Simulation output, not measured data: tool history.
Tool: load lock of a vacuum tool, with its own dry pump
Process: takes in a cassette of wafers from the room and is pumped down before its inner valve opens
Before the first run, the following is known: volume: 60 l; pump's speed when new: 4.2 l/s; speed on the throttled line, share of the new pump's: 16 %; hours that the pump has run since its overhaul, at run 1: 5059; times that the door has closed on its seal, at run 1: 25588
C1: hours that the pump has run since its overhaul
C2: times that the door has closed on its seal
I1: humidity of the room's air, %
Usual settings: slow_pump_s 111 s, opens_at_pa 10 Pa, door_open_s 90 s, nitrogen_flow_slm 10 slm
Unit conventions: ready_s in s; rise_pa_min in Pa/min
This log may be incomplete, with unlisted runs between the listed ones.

run 1 hour=0.0 | slow_pump_s=111 opens_at_pa=10 door_open_s=90 nitrogen_flow_slm=10 | C1=5059 C2=25588 | I1=43.7 | ready_s=226.8 rise_pa_min=0.050
run 2 hour=95.3 | slow_pump_s=111 opens_at_pa=10 door_open_s=90 nitrogen_flow_slm=5 | C1=5154 C2=25987 | I1=44.3 | ready_s=227.0 rise_pa_min=0.063
run 3 hour=204.1 | slow_pump_s=111 opens_at_pa=10 door_open_s=90 nitrogen_flow_slm=5 | C1=5263 C2=26444 | I1=43.4 | ready_s=227.3 rise_pa_min=0.071
run 4 hour=299.5 | slow_pump_s=111 opens_at_pa=10 door_open_s=90 nitrogen_flow_slm=5 | C1=5358 C2=26843 | I1=43.7 | ready_s=226.2 rise_pa_min=0.066
run 5 hour=461.2 | slow_pump_s=111 opens_at_pa=10 door_open_s=90 nitrogen_flow_slm=10 | C1=5520 C2=27521 | I1=46.1 | ready_s=224.2 rise_pa_min=0.050
run 6 hour=607.2 | slow_pump_s=111 opens_at_pa=10 door_open_s=90 nitrogen_flow_slm=10 | C1=5666 C2=28134 | I1=45.0 | ready_s=224.4 rise_pa_min=0.045
run 7 hour=722.4 | slow_pump_s=111 opens_at_pa=10 door_open_s=90 nitrogen_flow_slm=10 | C1=5781 C2=28617 | I1=47.5 | ready_s=225.2 rise_pa_min=0.055
run 8 hour=908.1 | slow_pump_s=111 opens_at_pa=10 door_open_s=90 nitrogen_flow_slm=10 | C1=5967 C2=29395 | I1=48.0 | ready_s=225.6 rise_pa_min=0.051
run 9 hour=1050.5 | slow_pump_s=111 opens_at_pa=10 door_open_s=90 nitrogen_flow_slm=10 | C1=6109 C2=29992 | I1=44.2 | ready_s=226.0 rise_pa_min=0.048
run 10 hour=1224.5 | slow_pump_s=111 opens_at_pa=10 door_open_s=90 nitrogen_flow_slm=4 | C1=6283 C2=30722 | I1=43.7 | ready_s=226.0 rise_pa_min=0.065
run 11 hour=1384.9 | slow_pump_s=111 opens_at_pa=10 door_open_s=90 nitrogen_flow_slm=6 | C1=6444 C2=31394 | I1=45.1 | ready_s=228.9 rise_pa_min=0.059
run 12 hour=1488.7 | slow_pump_s=111 opens_at_pa=10 door_open_s=90 nitrogen_flow_slm=6 | C1=6547 C2=31829 | I1=43.1 | ready_s=225.4 rise_pa_min=0.057
run 13 hour=1665.7 | slow_pump_s=111 opens_at_pa=10 door_open_s=90 nitrogen_flow_slm=6 | C1=6724 C2=32571 | I1=47.4 | ready_s=226.6 rise_pa_min=0.071
run 14 hour=1839.4 | slow_pump_s=111 opens_at_pa=19 door_open_s=90 nitrogen_flow_slm=10 | C1=6898 C2=33299 | I1=49.3 | ready_s=216.4 rise_pa_min=0.054
run 15 hour=1942.3 | slow_pump_s=111 opens_at_pa=9 door_open_s=90 nitrogen_flow_slm=10 | C1=7001 C2=33731 | I1=47.0 | ready_s=227.3 rise_pa_min=0.047
run 16 hour=2058.1 | slow_pump_s=90 opens_at_pa=13 door_open_s=90 nitrogen_flow_slm=17 | C1=7117 C2=34216 | I1=43.1 | ready_s=203.2 rise_pa_min=0.033
run 17 hour=2180.6 | slow_pump_s=111 opens_at_pa=15 door_open_s=90 nitrogen_flow_slm=10 | C1=7239 C2=34730 | I1=44.9 | ready_s=219.3 rise_pa_min=0.042
run 18 hour=2291.9 | slow_pump_s=130 opens_at_pa=14 door_open_s=43 nitrogen_flow_slm=14 | C1=7351 C2=35196 | I1=44.1 | ready_s=235.2 rise_pa_min=0.024
run 19 hour=2465.0 | slow_pump_s=149 opens_at_pa=10 door_open_s=90 nitrogen_flow_slm=4 | C1=7524 C2=35922 | I1=49.4 | ready_s=258.8 rise_pa_min=0.072
run 20 hour=2544.2 | slow_pump_s=149 opens_at_pa=10 door_open_s=90 nitrogen_flow_slm=4 | C1=7603 C2=36254 | I1=43.9 | ready_s=260.4 rise_pa_min=0.066
run 21 hour=2637.9 | slow_pump_s=149 opens_at_pa=10 door_open_s=90 nitrogen_flow_slm=4 | C1=7697 C2=36647 | I1=45.7 | ready_s=257.6 rise_pa_min=0.067
run 22 hour=2783.0 | slow_pump_s=149 opens_at_pa=10 door_open_s=90 nitrogen_flow_slm=4 | C1=7842 C2=37255 | I1=44.3 | ready_s=256.9 rise_pa_min=0.067
run 23 hour=2972.0 | slow_pump_s=149 opens_at_pa=10 door_open_s=90 nitrogen_flow_slm=4 | C1=8031 C2=38047 | I1=44.7 | ready_s=255.8 rise_pa_min=0.066
run 24 hour=3049.2 | slow_pump_s=149 opens_at_pa=10 door_open_s=90 nitrogen_flow_slm=4 | C1=8108 C2=38371 | I1=43.5 | ready_s=258.8 rise_pa_min=0.066
run 25 hour=3148.5 | slow_pump_s=111 opens_at_pa=8 door_open_s=90 nitrogen_flow_slm=15 | C1=8207 C2=38788 | I1=43.0 | ready_s=229.8 rise_pa_min=0.034
run 26 hour=3273.3 | slow_pump_s=110 opens_at_pa=8 door_open_s=90 nitrogen_flow_slm=15 | C1=8332 C2=39310 | I1=44.1 | ready_s=225.2 rise_pa_min=0.046
run 27 hour=3417.8 | slow_pump_s=111 opens_at_pa=16 door_open_s=97 nitrogen_flow_slm=10 | C1=8476 C2=39916 | I1=44.9 | ready_s=218.1 rise_pa_min=0.055
run 28 hour=3555.4 | slow_pump_s=111 opens_at_pa=16 door_open_s=97 nitrogen_flow_slm=10 | C1=8614 C2=40493 | I1=44.5 | ready_s=219.8 rise_pa_min=0.049
run 29 hour=3697.6 | slow_pump_s=111 opens_at_pa=11 door_open_s=85 nitrogen_flow_slm=10 | C1=8756 C2=41089 | I1=46.2 | ready_s=223.2 rise_pa_min=0.042

Here are 3 independent what-if runs from the current tool condition. What would each one return?
run A hour=3792.9 | slow_pump_s=111 opens_at_pa=14 door_open_s=39 nitrogen_flow_slm=23 | C1=8852 C2=41489 | I1=41.7 | ready_s=? rise_pa_min=?
run B hour=3792.9 | slow_pump_s=82 opens_at_pa=11 door_open_s=85 nitrogen_flow_slm=5 | C1=8852 C2=41489 | I1=43.8 | ready_s=? rise_pa_min=?
run C hour=3792.9 | slow_pump_s=111 opens_at_pa=11 door_open_s=45 nitrogen_flow_slm=10 | C1=8852 C2=41489 | I1=44.6 | ready_s=? rise_pa_min=?

run=A ready_s=221.3 rise_pa_min=0.020
run=B ready_s=200.4 rise_pa_min=0.056
run=C ready_s=222.6 rise_pa_min=0.031
The same runs, with their run-to-run variation unchanged, on a tool lacking any hidden condition would have given:
run=A ready_s=221.3 rise_pa_min=0.019
run=B ready_s=200.3 rise_pa_min=0.055
run=C ready_s=222.6 rise_pa_min=0.030

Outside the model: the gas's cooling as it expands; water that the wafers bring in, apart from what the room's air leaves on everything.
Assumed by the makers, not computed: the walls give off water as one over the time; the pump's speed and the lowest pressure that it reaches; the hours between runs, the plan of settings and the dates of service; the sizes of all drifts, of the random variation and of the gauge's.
